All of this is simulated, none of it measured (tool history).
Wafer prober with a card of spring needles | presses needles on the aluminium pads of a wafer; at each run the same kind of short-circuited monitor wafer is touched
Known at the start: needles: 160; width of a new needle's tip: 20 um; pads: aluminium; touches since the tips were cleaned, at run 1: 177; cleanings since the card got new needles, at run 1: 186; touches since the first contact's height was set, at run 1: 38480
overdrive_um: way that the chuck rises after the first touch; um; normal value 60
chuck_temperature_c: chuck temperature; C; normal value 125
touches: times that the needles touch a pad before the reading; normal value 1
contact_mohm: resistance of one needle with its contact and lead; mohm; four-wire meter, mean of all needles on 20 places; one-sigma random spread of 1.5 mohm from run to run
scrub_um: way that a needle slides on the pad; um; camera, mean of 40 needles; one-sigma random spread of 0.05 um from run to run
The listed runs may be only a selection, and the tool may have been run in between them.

run	hour	overdrive_um	chuck_temperature_c	touches	touches since the tips were cleaned	cleanings since the card got new needles	touches since the first contact's height was set	contact_mohm	scrub_um
1	0.0	60	125	1	177	186	38480	143	9.35
# hour 3.0: tips cleaned on abrasive film
# hour 6.0: tips cleaned on abrasive film
# hour 9.7: tips cleaned on abrasive film
2	11.5	60	125	1	1073	189	45086	147	9.36
# hour 13.1: tips cleaned on abrasive film
# hour 16.8: tips cleaned on abrasive film
# hour 20.5: tips cleaned on abrasive film
# hour 24.2: tips cleaned on abrasive film
# hour 27.2: tips cleaned on abrasive film
# hour 30.9: tips cleaned on abrasive film
# hour 34.7: tips cleaned on abrasive film
3	37.5	54	125	1	1670	196	59949	150	8.32
# hour 38.3: tips cleaned on abrasive film
# hour 41.3: tips cleaned on abrasive film
# hour 45.0: tips cleaned on abrasive film
# hour 48.0: tips cleaned on abrasive film
# hour 51.8: tips cleaned on abrasive film
4	54.4	54	125	1	1564	201	69600	150	8.36
# hour 55.2: tips cleaned on abrasive film
# hour 59.0: tips cleaned on abrasive film
# hour 62.7: tips cleaned on abrasive film
# hour 65.7: tips cleaned on abrasive film
# hour 69.1: tips cleaned on abrasive film
5	69.1	54	125	1	0	206	77915	152	8.45
# hour 72.8: tips cleaned on abrasive film
# hour 76.5: tips cleaned on abrasive film
# hour 79.7: height of the first contact set anew
# hour 80.5: tips cleaned on abrasive film
# hour 83.5: tips cleaned on abrasive film
# hour 87.2: tips cleaned on abrasive film
6	87.5	60	125	1	142	211	4398	146	9.34
# hour 90.5: tips cleaned on abrasive film
# hour 94.2: tips cleaned on abrasive film
# hour 97.9: tips cleaned on abrasive film
# hour 101.6: tips cleaned on abrasive film
# hour 104.6: tips cleaned on abrasive film
# hour 108.3: tips cleaned on abrasive film
# hour 111.3: tips cleaned on abrasive film
7	114.0	60	125	1	1597	218	19615	145	9.34
# hour 114.9: tips cleaned on abrasive film
# hour 118.6: tips cleaned on abrasive film
# hour 130.6: card fitted with new needles
# hour 134.3: tips cleaned on abrasive film
# hour 137.3: tips cleaned on abrasive film
# hour 141.0: tips cleaned on abrasive film
8	142.1	60	125	1	630	3	6587	147	9.33
# hour 144.4: tips cleaned on abrasive film
# hour 148.1: tips cleaned on abrasive film
# hour 151.1: tips cleaned on abrasive film
# hour 154.8: tips cleaned on abrasive film
# hour 158.5: tips cleaned on abrasive film
# hour 162.2: tips cleaned on abrasive film
9	164.8	60	125	1	1538	9	19616	145	9.33
# hour 165.7: tips cleaned on abrasive film
# hour 168.7: tips cleaned on abrasive film
# hour 172.4: tips cleaned on abrasive film
# hour 176.1: tips cleaned on abrasive film
10	177.4	60	125	1	758	13	26758	146	9.33
# hour 179.6: tips cleaned on abrasive film
# hour 183.4: tips cleaned on abrasive film
# hour 187.1: tips cleaned on abrasive film
# hour 190.8: tips cleaned on abrasive film
# hour 193.8: tips cleaned on abrasive film
# hour 197.5: tips cleaned on abrasive film
# hour 201.2: tips cleaned on abrasive film
11	203.9	60	125	1	1578	20	41955	143	9.34
# hour 204.7: tips cleaned on abrasive film
# hour 208.5: tips cleaned on abrasive film
# hour 212.2: tips cleaned on abrasive film
# hour 215.2: tips cleaned on abrasive film
# hour 218.6: tips cleaned on abrasive film
12	218.6	60	125	1	0	25	50315	145	9.32
# hour 222.4: tips cleaned on abrasive film
# hour 226.1: tips cleaned on abrasive film
# hour 229.1: tips cleaned on abrasive film
# hour 232.8: tips cleaned on abrasive film
# hour 235.8: tips cleaned on abrasive film
13	237.2	62	111	1	852	30	60956	141	9.60
# hour 239.4: tips cleaned on abrasive film
# hour 243.1: tips cleaned on abrasive film
# hour 246.9: tips cleaned on abrasive film
# hour 249.8: tips cleaned on abrasive film
# hour 253.6: tips cleaned on abrasive film
# hour 256.6: tips cleaned on abrasive film
# hour 260.3: tips cleaned on abrasive film
# hour 263.4: tips cleaned on abrasive film
14	263.4	56	36	2	0	38	75859	131	8.67
# hour 266.4: tips cleaned on abrasive film
# hour 270.1: tips cleaned on abrasive film
# hour 273.8: tips cleaned on abrasive film
# hour 277.0: height of the first contact set anew
# hour 277.8: tips cleaned on abrasive film
# hour 281.5: tips cleaned on abrasive film
# hour 285.3: tips cleaned on abrasive film
# hour 289.0: tips cleaned on abrasive film
15	289.1	60	39	2	100	45	6910	133	9.36
# hour 292.1: tips cleaned on abrasive film
# hour 295.1: tips cleaned on abrasive film
# hour 298.9: tips cleaned on abrasive film
16	301.7	60	39	2	1655	48	14100	130	9.34
# hour 302.5: tips cleaned on abrasive film
# hour 306.2: tips cleaned on abrasive film
# hour 309.9: tips cleaned on abrasive film
# hour 312.9: tips cleaned on abrasive film
# hour 316.6: tips cleaned on abrasive film
# hour 320.4: tips cleaned on abrasive film
17	320.6	44	68	2	126	54	24865	148	6.84
# hour 323.6: tips cleaned on abrasive film
# hour 326.6: tips cleaned on abrasive film
# hour 330.3: tips cleaned on abrasive film
# hour 333.3: tips cleaned on abrasive film
18	334.2	60	107	1	539	58	32638	142	9.24
# hour 336.5: tips cleaned on abrasive film
# hour 340.2: tips cleaned on abrasive film
# hour 343.9: tips cleaned on abrasive film
# hour 347.6: tips cleaned on abrasive film
# hour 351.3: tips cleaned on abrasive film
# hour 355.1: tips cleaned on abrasive film
19	356.6	43	31	1	895	64	45450	141	6.56
# hour 358.1: tips cleaned on abrasive film
# hour 361.9: tips cleaned on abrasive film
# hour 365.6: tips cleaned on abrasive film
# hour 368.6: tips cleaned on abrasive film
20	369.2	43	31	1	356	68	52623	139	6.58
# hour 372.2: tips cleaned on abrasive film
# hour 375.2: tips cleaned on abrasive film
# hour 378.9: tips cleaned on abrasive film
# hour 382.6: tips cleaned on abrasive film
# hour 386.3: tips cleaned on abrasive film
# hour 389.3: tips cleaned on abrasive film
# hour 392.3: tips cleaned on abrasive film
21	394.5	74	125	1	1282	75	67099	136	11.54
# hour 395.3: tips cleaned on abrasive film
# hour 399.1: tips cleaned on abrasive film
# hour 402.1: tips cleaned on abrasive film
# hour 405.8: tips cleaned on abrasive film
# hour 409.5: tips cleaned on abrasive film
22	412.0	58	125	1	1492	80	77123	143	8.96
# hour 412.8: tips cleaned on abrasive film
# hour 415.8: tips cleaned on abrasive film
# hour 419.6: tips cleaned on abrasive film
# hour 423.3: tips cleaned on abrasive film
# hour 424.3: height of the first contact set anew
# hour 426.6: tips cleaned on abrasive film
# hour 430.3: tips cleaned on abrasive film
# hour 433.3: tips cleaned on abrasive film
# hour 437.0: tips cleaned on abrasive film
23	438.2	58	125	1	708	88	7943	148	8.98
# hour 440.5: tips cleaned on abrasive film
# hour 443.5: tips cleaned on abrasive film
# hour 447.2: tips cleaned on abrasive film
# hour 450.2: tips cleaned on abrasive film
24	453.1	60	113	1	1690	92	16443	144	9.35

For each entry between runs, how does the tool's hidden state at the last listed run before it compare with that at the first listed run after it?
Run 1 -> run 2: tips cleaned on abrasive film (hour 3.0); tips cleaned on abrasive film (hour 6.0); tips cleaned on abrasive film (hour 9.7)
  debris on the tips, nm: 0 -> 0.1
Run 2 -> run 3: tips cleaned on abrasive film (hour 13.1); tips cleaned on abrasive film (hour 16.8); tips cleaned on abrasive film (hour 20.5); tips cleaned on abrasive film (hour 24.2); tips cleaned on abrasive film (hour 27.2); tips cleaned on abrasive film (hour 30.9); tips cleaned on abrasive film (hour 34.7)
  no difference in the tool's unlogged condition between these two runs
Run 3 -> run 4: tips cleaned on abrasive film (hour 38.3); tips cleaned on abrasive film (hour 41.3); tips cleaned on abrasive film (hour 45.0); tips cleaned on abrasive film (hour 48.0); tips cleaned on abrasive film (hour 51.8)
  no difference in the tool's unlogged condition between these two runs
Run 4 -> run 5: tips cleaned on abrasive film (hour 55.2); tips cleaned on abrasive film (hour 59.0); tips cleaned on abrasive film (hour 62.7); tips cleaned on abrasive film (hour 65.7); tips cleaned on abrasive film (hour 69.1)
  debris on the tips, nm: 0.1 -> 0
Run 5 -> run 6: tips cleaned on abrasive film (hour 72.8); tips cleaned on abrasive film (hour 76.5); height of the first contact set anew (hour 79.7); tips cleaned on abrasive film (hour 80.5); tips cleaned on abrasive film (hour 83.5); tips cleaned on abrasive film (hour 87.2)
  no difference in the tool's unlogged condition between these two runs
Run 6 -> run 7: tips cleaned on abrasive film (hour 90.5); tips cleaned on abrasive film (hour 94.2); tips cleaned on abrasive film (hour 97.9); tips cleaned on abrasive film (hour 101.6); tips cleaned on abrasive film (hour 104.6); tips cleaned on abrasive film (hour 108.3); tips cleaned on abrasive film (hour 111.3)
  debris on the tips, nm: 0 -> 0.1
Run 7 -> run 8: tips cleaned on abrasive film (hour 114.9); tips cleaned on abrasive film (hour 118.6); card fitted with new needles (hour 130.6); tips cleaned on abrasive film (hour 134.3); tips cleaned on abrasive film (hour 137.3); tips cleaned on abrasive film (hour 141.0)
  debris on the tips, nm: 0.1 -> 0; tips' diameter, um: 20.01 -> 20
Run 8 -> run 9: tips cleaned on abrasive film (hour 144.4); tips cleaned on abrasive film (hour 148.1); tips cleaned on abrasive film (hour 151.1); tips cleaned on abrasive film (hour 154.8); tips cleaned on abrasive film (hour 158.5); tips cleaned on abrasive film (hour 162.2)
  debris on the tips, nm: 0 -> 0.1
Run 9 -> run 10: tips cleaned on abrasive film (hour 165.7); tips cleaned on abrasive film (hour 168.7); tips cleaned on abrasive film (hour 172.4); tips cleaned on abrasive film (hour 176.1)
  no difference in the tool's unlogged condition between these two runs
Run 10 -> run 11: tips cleaned on abrasive film (hour 179.6); tips cleaned on abrasive film (hour 183.4); tips cleaned on abrasive film (hour 187.1); tips cleaned on abrasive film (hour 190.8); tips cleaned on abrasive film (hour 193.8); tips cleaned on abrasive film (hour 197.5); tips cleaned on abrasive film (hour 201.2)
  no difference in the tool's unlogged condition between these two runs
Run 11 -> run 12: tips cleaned on abrasive film (hour 204.7); tips cleaned on abrasive film (hour 208.5); tips cleaned on abrasive film (hour 212.2); tips cleaned on abrasive film (hour 215.2); tips cleaned on abrasive film (hour 218.6)
  debris on the tips, nm: 0.1 -> 0
Run 12 -> run 13: tips cleaned on abrasive film (hour 222.4); tips cleaned on abrasive film (hour 226.1); tips cleaned on abrasive film (hour 229.1); tips cleaned on abrasive film (hour 232.8); tips cleaned on abrasive film (hour 235.8)
  debris on the tips, nm: 0 -> 0.1
Run 13 -> run 14: tips cleaned on abrasive film (hour 239.4); tips cleaned on abrasive film (hour 243.1); tips cleaned on abrasive film (hour 246.9); tips cleaned on abrasive film (hour 249.8); tips cleaned on abrasive film (hour 253.6); tips cleaned on abrasive film (hour 256.6); tips cleaned on abrasive film (hour 260.3); tips cleaned on abrasive film (hour 263.4)
  debris on the tips, nm: 0.1 -> 0
Run 14 -> run 15: tips cleaned on abrasive film (hour 266.4); tips cleaned on abrasive film (hour 270.1); tips cleaned on abrasive film (hour 273.8); height of the first contact set anew (hour 277.0); tips cleaned on abrasive film (hour 277.8); tips cleaned on abrasive film (hour 281.5); tips cleaned on abrasive film (hour 285.3); tips cleaned on abrasive film (hour 289.0)
  no difference in the tool's unlogged condition between these two runs
Run 15 -> run 16: tips cleaned on abrasive film (hour 292.1); tips cleaned on abrasive film (hour 295.1); tips cleaned on abrasive film (hour 298.9)
  debris on the tips, nm: 0 -> 0.1
Run 16 -> run 17: tips cleaned on abrasive film (hour 302.5); tips cleaned on abrasive film (hour 306.2); tips cleaned on abrasive film (hour 309.9); tips cleaned on abrasive film (hour 312.9); tips cleaned on abrasive film (hour 316.6); tips cleaned on abrasive film (hour 320.4)
  debris on the tips, nm: 0.1 -> 0
Run 17 -> run 18: tips cleaned on abrasive film (hour 323.6); tips cleaned on abrasive film (hour 326.6); tips cleaned on abrasive film (hour 330.3); tips cleaned on abrasive film (hour 333.3)
  no difference in the tool's unlogged condition between these two runs
Run 18 -> run 19: tips cleaned on abrasive film (hour 336.5); tips cleaned on abrasive film (hour 340.2); tips cleaned on abrasive film (hour 343.9); tips cleaned on abrasive film (hour 347.6); tips cleaned on abrasive film (hour 351.3); tips cleaned on abrasive film (hour 355.1)
  debris on the tips, nm: 0 -> 0.1
Run 19 -> run 20: tips cleaned on abrasive film (hour 358.1); tips cleaned on abrasive film (hour 361.9); tips cleaned on abrasive film (hour 365.6); tips cleaned on abrasive film (hour 368.6)
  debris on the tips, nm: 0.1 -> 0
Run 20 -> run 21: tips cleaned on abrasive film (hour 372.2); tips cleaned on abrasive film (hour 375.2); tips cleaned on abrasive film (hour 378.9); tips cleaned on abrasive film (hour 382.6); tips cleaned on abrasive film (hour 386.3); tips cleaned on abrasive film (hour 389.3); tips cleaned on abrasive film (hour 392.3)
  debris on the tips, nm: 0 -> 0.1
Run 21 -> run 22: tips cleaned on abrasive film (hour 395.3); tips cleaned on abrasive film (hour 399.1); tips cleaned on abrasive film (hour 402.1); tips cleaned on abrasive film (hour 405.8); tips cleaned on abrasive film (hour 409.5)
  no difference in the tool's unlogged condition between these two runs
Run 22 -> run 23: tips cleaned on abrasive film (hour 412.8); tips cleaned on abrasive film (hour 415.8); tips cleaned on abrasive film (hour 419.6); tips cleaned on abrasive film (hour 423.3); height of the first contact set anew (hour 424.3); tips cleaned on abrasive film (hour 426.6); tips cleaned on abrasive film (hour 430.3); tips cleaned on abrasive film (hour 433.3); tips cleaned on abrasive film (hour 437.0)
  no difference in the tool's unlogged condition between these two runs
Run 23 -> run 24: tips cleaned on abrasive film (hour 440.5); tips cleaned on abrasive film (hour 443.5); tips cleaned on abrasive film (hour 447.2); tips cleaned on abrasive film (hour 450.2)
  no difference in the tool's unlogged condition between these two runs

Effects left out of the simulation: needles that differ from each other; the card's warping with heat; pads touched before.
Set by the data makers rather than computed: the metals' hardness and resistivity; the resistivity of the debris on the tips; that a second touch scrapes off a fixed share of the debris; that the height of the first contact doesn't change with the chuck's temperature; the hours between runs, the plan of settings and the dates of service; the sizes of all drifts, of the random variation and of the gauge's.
